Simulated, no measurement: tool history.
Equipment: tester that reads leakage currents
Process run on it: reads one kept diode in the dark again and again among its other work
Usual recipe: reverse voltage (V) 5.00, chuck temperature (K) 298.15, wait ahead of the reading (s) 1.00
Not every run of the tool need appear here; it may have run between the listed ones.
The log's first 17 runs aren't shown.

| run | hour | reverse voltage (V) | chuck temperature (K) | wait ahead of the reading (s) | current that the tester gives (pA) |
|---|---|---|---|---|---|
| 18 | 1478.8 | 1.87 | 298.15 | 1.00 | 48.04 |
| 19 | 1574.4 | 5.00 | 298.15 | 1.00 | 87.25 |
| 20 | 1657.2 | 1.42 | 298.15 | 1.00 | 41.12 |
| 21 | 1726.4 | 1.42 | 298.15 | 1.00 | 40.91 |
|  | 1811.3 | tester calibrated, once more |
| 22 | 1850.0 | 1.42 | 298.15 | 1.00 | 40.86 |
| 23 | 1912.1 | 1.42 | 306.15 | 0.80 | 71.97 |
| 24 | 2010.7 | 1.42 | 306.15 | 0.80 | 72.75 |
| 25 | 2115.0 | 2.55 | 323.15 | 1.02 | 315.53 |
| 26 | 2226.8 | 14.47 | 298.15 | 1.00 | 169.44 |
| 27 | 2308.3 | 15.26 | 321.15 | 2.69 | 800.37 |
| 28 | 2426.1 | 2.51 | 321.15 | 2.69 | 277.88 |
| 29 | 2504.7 | 12.84 | 298.15 | 0.34 | 167.41 |
| 30 | 2604.9 | 12.84 | 298.15 | 0.34 | 166.75 |
|  | 2687.6 | chuck's temperature calibrated |
| 31 | 2719.5 | 3.92 | 298.15 | 0.36 | 69.20 |
| 32 | 2774.3 | 2.14 | 300.15 | 0.59 | 54.42 |
| 33 | 2864.0 | 2.14 | 300.15 | 0.59 | 54.70 |
| 34 | 2976.3 | 2.48 | 320.15 | 6.29 | 231.04 |
| 35 | 3089.0 | 2.48 | 320.15 | 6.29 | 230.44 |
| 36 | 3179.8 | 5.00 | 322.15 | 0.91 | 402.93 |
| 37 | 3244.0 | 5.90 | 309.15 | 0.83 | 189.39 |

Each row is a separate what-if for the run after 37, all from the same tool condition, not one after another. Results?
| A | 3317.3 | 5.90 | 330.15 | 0.41 | ? |
| B | 3317.3 | 4.19 | 317.15 | 1.00 | ? |
| C | 3317.3 | 5.90 | 294.15 | 0.83 | ? |

| run | current that the tester gives (pA) |
|---|---|
| A | 731.54 |
| B | 264.26 |
| C | 67.16 |
Stripped of hidden state, with their random variation kept, the same runs would have yielded:
| run | current that the tester gives (pA) |
|---|---|
| A | 714.12 |
| B | 256.74 |
| C | 63.19 |
